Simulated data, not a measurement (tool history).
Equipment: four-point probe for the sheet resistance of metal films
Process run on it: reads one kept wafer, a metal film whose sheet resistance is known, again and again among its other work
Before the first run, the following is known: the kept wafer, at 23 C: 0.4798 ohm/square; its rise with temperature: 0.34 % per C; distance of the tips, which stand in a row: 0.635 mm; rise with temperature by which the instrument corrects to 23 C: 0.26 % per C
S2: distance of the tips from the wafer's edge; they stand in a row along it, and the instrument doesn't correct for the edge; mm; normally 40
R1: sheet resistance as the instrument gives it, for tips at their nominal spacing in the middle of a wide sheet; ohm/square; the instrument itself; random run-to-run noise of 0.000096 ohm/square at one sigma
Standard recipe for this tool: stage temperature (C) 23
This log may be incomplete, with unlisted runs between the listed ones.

Run 1, hour 0: usual settings. Result: R1 0.483088 ohm/square.
Run 2, hour 66.9: usual settings. Result: R1 0.482964 ohm/square.
Run 3, hour 168.6: usual settings. Result: R1 0.483303 ohm/square.
Run 4, hour 246.7: usual settings but stage temperature (C) 25. Result: R1 0.483997 ohm/square.
Run 5, hour 334: usual settings but stage temperature (C) 25. Result: R1 0.484505 ohm/square.
Run 6, hour 425.2: usual settings but stage temperature (C) 25, S2 14 mm. Result: R1 0.485058 ohm/square.
Run 7, hour 506.4: usual settings but stage temperature (C) 25, S2 14 mm. Result: R1 0.485175 ohm/square.
Run 8, hour 584.7: usual settings but stage temperature (C) 25, S2 14 mm. Result: R1 0.485362 ohm/square.
Run 9, hour 635.2: usual settings but stage temperature (C) 28. Result: R1 0.485911 ohm/square.
Run 10, hour 685.1: usual settings but S2 13 mm. Result: R1 0.484783 ohm/square.
Run 11, hour 761.3: usual settings but S2 13 mm. Result: R1 0.485022 ohm/square.
Run 12, hour 839.4: usual settings but stage temperature (C) 24. Result: R1 0.484885 ohm/square.
Run 13, hour 921.9: usual settings but stage temperature (C) 24. Result: R1 0.484975 ohm/square.
Run 14, hour 976.5: usual settings but stage temperature (C) 24. Result: R1 0.48524 ohm/square.
Run 15, hour 1074.2: usual settings but stage temperature (C) 24. Result: R1 0.485262 ohm/square.
Run 16, hour 1156.4: usual settings. Result: R1 0.48508 ohm/square.
Run 17, hour 1230.8: usual settings. Result: R1 0.485138 ohm/square.
Run 18, hour 1329.9: usual settings. Result: R1 0.485371 ohm/square.
At hour 1408.5: new probe head fitted.
Run 19, hour 1408.5: usual settings but stage temperature (C) 21, S2 10 mm. Result: R1 0.481505 ohm/square.
Run 20, hour 1462: usual settings but stage temperature (C) 25, S2 12 mm. Result: R1 0.482733 ohm/square.
At hour 1491.2: stage's thermometer calibrated.
Run 21, hour 1526.6: usual settings but stage temperature (C) 25, S2 12 mm. Result: R1 0.481938 ohm/square.
Run 22, hour 1576.2: usual settings but stage temperature (C) 25, S2 12 mm. Result: R1 0.482284 ohm/square.
Run 23, hour 1632.4: usual settings but stage temperature (C) 32, S2 12 mm. Result: R1 0.484444 ohm/square.
Run 24, hour 1692.1: usual settings but stage temperature (C) 22, S2 23 mm. Result: R1 0.48088 ohm/square.
Run 25, hour 1790.3: usual settings but stage temperature (C) 19, S2 8 mm. Result: R1 0.481266 ohm/square.
Run 26, hour 1841.7: usual settings but stage temperature (C) 19, S2 8 mm. Result: R1 0.481331 ohm/square.
Run 27, hour 1931.1: usual settings but stage temperature (C) 19, S2 8 mm. Result: R1 0.481583 ohm/square.
Run 28, hour 1972.8: usual settings but stage temperature (C) 19, S2 8 mm. Result: R1 0.481445 ohm/square.
Run 29, hour 2054.2: usual settings but stage temperature (C) 32. Result: R1 0.484721 ohm/square.
Run 30, hour 2127.4: usual settings but stage temperature (C) 34, S2 43 mm. Result: R1 0.48539 ohm/square.
Run 31, hour 2215.6: usual settings but stage temperature (C) 34, S2 43 mm. Result: R1 0.485604 ohm/square.
Run 32, hour 2287.9: usual settings but stage temperature (C) 29, S2 17 mm. Result: R1 0.484386 ohm/square.
Run 33, hour 2370.9: usual settings but stage temperature (C) 24, S2 7 mm. Result: R1 0.484589 ohm/square.
Run 34, hour 2412.7: usual settings but stage temperature (C) 24, S2 7 mm. Result: R1 0.484595 ohm/square.
Run 35, hour 2509.6: usual settings but stage temperature (C) 24, S2 7 mm. Result: R1 0.485016 ohm/square.

Each row is a separate what-if for the run after 35, all from the same tool condition, not one after another. Results?
Run A, hour 2551.4: usual settings but stage temperature (C) 26, S2 10 mm. Result: R1 ?.
Run B, hour 2551.4: usual settings but stage temperature (C) 31. Result: R1 ?.
Run C, hour 2551.4: usual settings but stage temperature (C) 34. Result: R1 ?.

run        R1
  A  0.484643
  B  0.485168
  C  0.486209
The same runs, with their run-to-run variation unchanged, on a tool lacking any hidden condition would have given:
run        R1
  A   0.48197
  B  0.482495
  C  0.483533
